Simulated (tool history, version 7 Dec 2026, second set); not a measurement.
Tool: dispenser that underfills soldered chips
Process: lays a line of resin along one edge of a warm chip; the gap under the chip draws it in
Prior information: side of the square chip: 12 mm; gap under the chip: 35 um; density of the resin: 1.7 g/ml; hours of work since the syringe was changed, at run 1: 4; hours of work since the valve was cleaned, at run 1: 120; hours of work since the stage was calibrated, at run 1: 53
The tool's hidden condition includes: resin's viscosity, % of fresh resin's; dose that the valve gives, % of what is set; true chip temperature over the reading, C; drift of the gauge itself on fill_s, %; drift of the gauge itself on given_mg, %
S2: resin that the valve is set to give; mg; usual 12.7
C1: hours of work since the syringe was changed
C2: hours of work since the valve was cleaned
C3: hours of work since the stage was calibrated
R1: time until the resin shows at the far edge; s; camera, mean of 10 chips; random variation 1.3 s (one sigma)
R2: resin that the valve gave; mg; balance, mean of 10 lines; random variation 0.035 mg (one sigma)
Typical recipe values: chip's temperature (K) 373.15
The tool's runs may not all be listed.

run 1 day=0 | chip's_temperature_(K)=373.15 S2=12.7 | C1=4 C2=120 C3=53 | R1=170.7 R2=12.24
-- day=0.088 new syringe of resin
run 2 day=0.171 | chip's_temperature_(K)=373.15 S2=12.7 | C1=1 C2=122 C3=55 | R1=137.8 R2=12.22
-- day=0.258 dispensing valve cleaned and set on the balance
run 3 day=0.488 | chip's_temperature_(K)=373.15 S2=12.7 | C1=5 C2=3 C3=60 | R1=181.9 R2=12.75
-- day=0.521 new syringe of resin
run 4 day=0.683 | chip's_temperature_(K)=367.15 S2=12.7 | C1=3 C2=6 C3=62 | R1=176.7 R2=12.78
run 5 day=0.821 | chip's_temperature_(K)=367.15 S2=12.7 | C1=5 C2=8 C3=65 | R1=202 R2=12.76
-- day=0.908 new syringe of resin
run 6 day=1.096 | chip's_temperature_(K)=373.15 S2=15.7 | C1=3 C2=12 C3=69 | R1=152.7 R2=15.69
-- day=1.288 new syringe of resin
run 7 day=1.292 | chip's_temperature_(K)=373.15 S2=12.4 | C1=0 C2=15 C3=71 | R1=133.6 R2=12.39
run 8 day=1.442 | chip's_temperature_(K)=386.15 S2=12.7 | C1=2 C2=18 C3=74 | R1=110.6 R2=12.62
run 9 day=1.592 | chip's_temperature_(K)=386.15 S2=12.7 | C1=5 C2=20 C3=76 | R1=125.3 R2=12.67
-- day=1.662 new syringe of resin
run 10 day=1.842 | chip's_temperature_(K)=386.15 S2=12.7 | C1=3 C2=23 C3=80 | R1=111.6 R2=12.58
-- day=2.05 new syringe of resin
run 11 day=2.067 | chip's_temperature_(K)=386.15 S2=12.7 | C1=0 C2=27 C3=83 | R1=95.5 R2=12.56
run 12 day=2.35 | chip's_temperature_(K)=373.15 S2=12.7 | C1=5 C2=31 C3=87 | R1=171.6 R2=12.53
-- day=2.425 new syringe of resin
run 13 day=2.508 | chip's_temperature_(K)=373.15 S2=12.7 | C1=1 C2=33 C3=89 | R1=137.7 R2=12.65
run 14 day=2.675 | chip's_temperature_(K)=373.15 S2=12.7 | C1=4 C2=36 C3=92 | R1=164.5 R2=12.56
-- day=2.808 new syringe of resin
run 15 day=2.85 | chip's_temperature_(K)=360.15 S2=12.7 | C1=1 C2=38 C3=94 | R1=187.1 R2=12.49
run 16 day=3.062 | chip's_temperature_(K)=368.15 S2=12.7 | C1=4 C2=41 C3=98 | R1=191.2 R2=12.53
-- day=3.183 new syringe of resin
run 17 day=3.296 | chip's_temperature_(K)=368.15 S2=12.7 | C1=2 C2=45 C3=101 | R1=162 R2=12.51
-- day=3.562 new syringe of resin
run 18 day=3.579 | chip's_temperature_(K)=376.15 S2=13.5 | C1=0 C2=49 C3=105 | R1=120 R2=13.32
run 19 day=3.754 | chip's_temperature_(K)=363.15 S2=12.3 | C1=3 C2=52 C3=108 | R1=201.3 R2=12.15
run 20 day=3.908 | chip's_temperature_(K)=374.15 S2=11.7 | C1=5 C2=54 C3=110 | R1=179.4 R2=11.44
-- day=3.946 new syringe of resin
run 21 day=4.096 | chip's_temperature_(K)=382.15 S2=11.4 | C1=2 C2=57 C3=113 | R1=124.3 R2=11.2
run 22 day=4.258 | chip's_temperature_(K)=367.15 S2=13.9 | C1=5 C2=59 C3=115 | R1=204.7 R2=13.65
-- day=4.342 new syringe of resin
run 23 day=4.404 | chip's_temperature_(K)=367.15 S2=13.9 | C1=1 C2=61 C3=117 | R1=158.5 R2=13.61
run 24 day=4.596 | chip's_temperature_(K)=367.15 S2=13.9 | C1=4 C2=64 C3=120 | R1=192.4 R2=13.62
-- day=4.738 new syringe of resin
run 25 day=4.846 | chip's_temperature_(K)=375.15 S2=12.3 | C1=2 C2=68 C3=124 | R1=135.9 R2=12.04
-- day=5.125 new syringe of resin
run 26 day=5.146 | chip's_temperature_(K)=375.15 S2=12.3 | C1=0 C2=72 C3=128 | R1=125.3 R2=12.08
run 27 day=5.358 | chip's_temperature_(K)=378.15 S2=15 | C1=4 C2=75 C3=132 | R1=141.9 R2=14.67
-- day=5.512 new syringe of resin
run 28 day=5.638 | chip's_temperature_(K)=378.15 S2=15 | C1=2 C2=79 C3=136 | R1=126.6 R2=14.61
run 29 day=5.754 | chip's_temperature_(K)=378.15 S2=14.8 | C1=4 C2=81 C3=137 | R1=143.8 R2=14.39
-- day=5.904 new syringe of resin
run 30 day=5.933 | chip's_temperature_(K)=379.15 S2=14.9 | C1=0 C2=84 C3=140 | R1=113.5 R2=14.54
run 31 day=6.204 | chip's_temperature_(K)=360.15 S2=13.1 | C1=5 C2=88 C3=144 | R1=242 R2=12.76

What does the tool deliver on the next run?
-- day=6.292 new syringe of resin
run 32 day=6.496 | chip's_temperature_(K)=360.15 S2=13.1 | C1=3 C2=92 C3=148 | R1=? R2=?

R1: 222.1 s
R2: 12.65 mg
Were there no unlogged condition in the tool, this run, its random variation unchanged, would have produced R1 177.8 s, R2 13.03 mg.
